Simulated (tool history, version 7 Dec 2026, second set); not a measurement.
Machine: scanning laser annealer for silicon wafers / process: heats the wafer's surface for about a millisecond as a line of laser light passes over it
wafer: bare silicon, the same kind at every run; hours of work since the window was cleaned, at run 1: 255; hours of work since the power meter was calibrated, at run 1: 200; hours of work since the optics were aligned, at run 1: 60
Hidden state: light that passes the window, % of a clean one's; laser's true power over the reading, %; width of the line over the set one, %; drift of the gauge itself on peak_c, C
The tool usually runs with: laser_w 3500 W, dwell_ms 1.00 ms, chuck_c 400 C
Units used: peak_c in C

run     day  laser_w  dwell_ms  chuck_c  hours of work since the window was cleaned  hours of work since the power meter was calibrated  hours of work since the optics were aligned  peak_c
  1   0.000     3500      1.00      400                                         255                                                 200                                           60    1162
  2   1.942     3500      1.00      435                                         285                                                 230                                           90    1192
  3   3.612     3500      1.00      435                                         311                                                 256                                          115    1189
  4   4.667     3500      1.00      386                                         327                                                 272                                          132    1137
  5   5.492     3500      1.00      386                                         340                                                 285                                          144    1142
  6   6.488     3500      1.00      386                                         355                                                 300                                          160    1141
  7   8.146     3151      1.00      400                                         381                                                 326                                          185    1059
  8  10.117     3151      1.00      400                                         411                                                 356                                          216    1057
  9  11.696     3151      1.00      400                                         435                                                 381                                          240    1053
 10  12.562     3500      1.00      426                                         449                                                 394                                          253    1172
 11  14.521     3500      1.00      426                                         479                                                 424                                          284    1167
 12  16.296     3500      1.00      426                                         506                                                 451                                          311    1164
 13  18.254     3500      0.83      400                                         536                                                 482                                          341    1078
 14  19.612     3500      1.00      375                                         557                                                 503                                          362    1113
 15  20.504     3500      1.00      406                                         571                                                 516                                          376    1143
 16  21.733     3721      0.91      381                                         590                                                 535                                          395    1142
 17  22.946     3721      1.25      408                                         609                                                 554                                          413    1275
 18  23.992     3634      1.25      397                                         625                                                 570                                          430    1239
 19  25.608     3500      0.90      419                                         650                                                 595                                          455    1115
     26.338  -- window over the wafer cleaned
 20  27.296     3726      1.00      400                                          15                                                 620                                          479    1233
 21  28.408     3726      1.00      400                                          32                                                 637                                          496    1230
 22  30.146     3726      1.00      400                                          59                                                 664                                          523    1229
 23  31.442     3096      1.00      395                                          79                                                 684                                          543    1053
 24  32.400     3096      1.00      395                                          93                                                 698                                          558    1049
 25  34.421     3517      1.00      369                                         125                                                 730                                          589    1139

A few steps of peak_c between consecutive runs. Split each: what settings, incoming material and random variation would produce without the hidden state, and what is left over for the hidden state, along with gauge scatter present in only one of the two compared results (measured, and without hidden state):
Run 16 -> 17: dwell_ms 0.91 -> 1.25, chuck_c 381 -> 408. peak_c +133 C: hidden state -7, all else +140.
Run 19 -> 20: laser_w 3500 -> 3726, dwell_ms 0.90 -> 1.00, chuck_c 419 -> 400, window over the wafer cleaned. peak_c +118 C: hidden state +41, all else +77.
Run 22 -> 23: laser_w 3726 -> 3096, chuck_c 400 -> 395. peak_c -176 C: hidden state +2, all else -178.
